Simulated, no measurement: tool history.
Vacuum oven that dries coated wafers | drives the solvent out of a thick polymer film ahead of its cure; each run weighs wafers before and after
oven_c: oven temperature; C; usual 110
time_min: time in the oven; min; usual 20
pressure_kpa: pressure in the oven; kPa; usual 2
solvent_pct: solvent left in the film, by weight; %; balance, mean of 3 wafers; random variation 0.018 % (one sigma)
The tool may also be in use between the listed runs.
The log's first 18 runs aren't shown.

run,hour,oven_c,time_min,pressure_kpa,solvent_pct
19,734.7,110,33,2,2.74
20,766.1,110,33,2,2.76
21,824.7,110,17,2,6.36
22,870,110,17,2,6.38
23,926.8,110,17,2,6.41
24,975.4,110,17,2,6.38
25,1028.7,110,17,2,6.38
26,1087,97,22,2.1,8.35
27,1142.2,111,22,2.1,4.62
28,1196.2,103,17,1.71,8.16
29,1240.2,103,16,4.34,9.14
30,1286.2,110,12,1.17,8.37
# hour 1297.2: oven's thermocouples calibrated
31,1326.4,103,23,1.17,6.11
32,1359.8,103,23,1.17,6.07
33,1385.4,120,23,2.26,2.48
34,1428.9,120,23,2.26,2.49
35,1458.3,114,36,3.37,2.05
36,1490,109,11,7.55,10.08
37,1530.1,110,24,2.96,4.54
38,1566.5,110,24,2.96,4.54
39,1621.8,110,20,1.1,5.19

Forecast run 40:
40,1665.9,108,12,1.16,?

solvent_pct: 8.74 %
Without the tool's hidden state the same run would have given solvent_pct 8.69 %.

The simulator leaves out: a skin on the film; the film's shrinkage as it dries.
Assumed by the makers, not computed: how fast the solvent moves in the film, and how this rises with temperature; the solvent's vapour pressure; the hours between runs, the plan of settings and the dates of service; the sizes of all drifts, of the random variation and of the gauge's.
